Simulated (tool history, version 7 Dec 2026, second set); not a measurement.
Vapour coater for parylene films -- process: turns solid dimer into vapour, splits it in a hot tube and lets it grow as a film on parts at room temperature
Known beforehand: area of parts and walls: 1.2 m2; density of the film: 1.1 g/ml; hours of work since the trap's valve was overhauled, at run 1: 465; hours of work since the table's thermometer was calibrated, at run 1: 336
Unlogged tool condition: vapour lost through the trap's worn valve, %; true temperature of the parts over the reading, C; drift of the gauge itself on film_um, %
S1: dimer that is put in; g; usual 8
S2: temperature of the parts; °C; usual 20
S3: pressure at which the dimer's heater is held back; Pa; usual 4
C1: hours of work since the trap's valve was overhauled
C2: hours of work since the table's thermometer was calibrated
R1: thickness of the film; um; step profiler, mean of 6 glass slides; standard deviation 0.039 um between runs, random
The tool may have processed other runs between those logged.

Run 1, hour 0: usual settings; C1 465; C2 336. Result: R1 3.91 um.
Run 2, hour 14.3: usual settings but S3 4.52 Pa; C1 474; C2 345. Result: R1 3.74 um.
Run 3, hour 31.5: usual settings but S3 4.52 Pa; C1 486; C2 357. Result: R1 3.79 um.
Run 4, hour 41.8: usual settings but S3 4.52 Pa; C1 493; C2 363. Result: R1 3.78 um.
Run 5, hour 55.9: usual settings but S3 4.52 Pa; C1 502; C2 373. Result: R1 3.76 um.
Run 6, hour 66: usual settings but S3 4.52 Pa; C1 509; C2 380. Result: R1 3.79 um.
At hour 75.4: trap's valve overhauled.
Run 7, hour 90.1: usual settings but S2 16 °C; C1 10; C2 393. Result: R1 5.15 um.
Run 8, hour 105.6: usual settings but S2 16 °C; C1 20; C2 403. Result: R1 5.08 um.
Run 9, hour 115.9: usual settings but S2 16 °C; C1 27; C2 410. Result: R1 5.02 um.
Run 10, hour 135.8: usual settings but S1 4 g; C1 40; C2 424. Result: R1 2.07 um.
Run 11, hour 147.1: usual settings but S2 26 °C; C1 48; C2 431. Result: R1 3.18 um.
Run 12, hour 167.8: usual settings; C1 62; C2 445. Result: R1 4.12 um.
Run 13, hour 183.5: usual settings but S1 12 g; C1 72; C2 455. Result: R1 6.22 um.
Run 14, hour 201.8: usual settings but S2 14 °C; C1 84; C2 468. Result: R1 5.61 um.
Run 15, hour 217.5: usual settings but S2 14 °C; C1 95; C2 478. Result: R1 5.46 um.
Run 16, hour 231.2: usual settings but S1 5 g, S2 14 °C; C1 104; C2 487. Result: R1 3.45 um.
Run 17, hour 243.7: usual settings but S1 5 g, S2 12 °C, S3 11.05 Pa; C1 112; C2 495. Result: R1 3.14 um.
Run 18, hour 260.7: usual settings but S1 12 g, S3 3.34 Pa; C1 124; C2 507. Result: R1 6.34 um.
Run 19, hour 278.7: usual settings but S1 12 g, S3 3.34 Pa; C1 136; C2 519. Result: R1 6.27 um.
Run 20, hour 292: usual settings but S1 9 g, S2 14 °C, S3 3.34 Pa; C1 144; C2 528. Result: R1 6.36 um.
Run 21, hour 311.3: usual settings but S1 9 g, S2 27 °C, S3 3.66 Pa; C1 157; C2 541. Result: R1 3.31 um.
Run 22, hour 325.4: usual settings but S1 9 g, S2 27 °C, S3 3.66 Pa; C1 167; C2 550. Result: R1 3.29 um.
Run 23, hour 344.8: usual settings but S2 16 °C, S3 2.77 Pa; C1 180; C2 563. Result: R1 5.29 um.
Run 24, hour 367.9: usual settings but S2 18 °C; C1 195; C2 578. Result: R1 4.46 um.
Run 25, hour 388.7: usual settings but S2 18 °C; C1 209; C2 592. Result: R1 4.51 um.
Run 26, hour 404.8: usual settings but S1 11 g, S2 30 °C, S3 3.98 Pa; C1 220; C2 603. Result: R1 3.38 um.
Run 27, hour 424.9: usual settings but S1 11 g, S2 30 °C, S3 3.98 Pa; C1 233; C2 616. Result: R1 3.44 um.

Forecast each of these 4 alternatives for the next run:
Run A, hour 445.3: usual settings but S1 11 g, S2 30 °C, S3 5.15 Pa; C1 247; C2 630. Result: R1 ?.
Run B, hour 445.3: usual settings but S1 11 g, S2 30 °C, S3 3.76 Pa; C1 247; C2 630. Result: R1 ?.
Run C, hour 445.3: usual settings but S1 11 g, S3 10.5 Pa; C1 247; C2 630. Result: R1 ?.
Run D, hour 445.3: usual settings but S1 4 g, S2 30 °C, S3 3.12 Pa; C1 247; C2 630. Result: R1 ?.

run    R1
  A  3.23
  B  3.46
  C  4.66
  D  1.31
Take away the tool's hidden state, keep each run's random variation, and the runs would have read:
run    R1
  A  3.41
  B  3.64
  C  4.91
  D  1.38
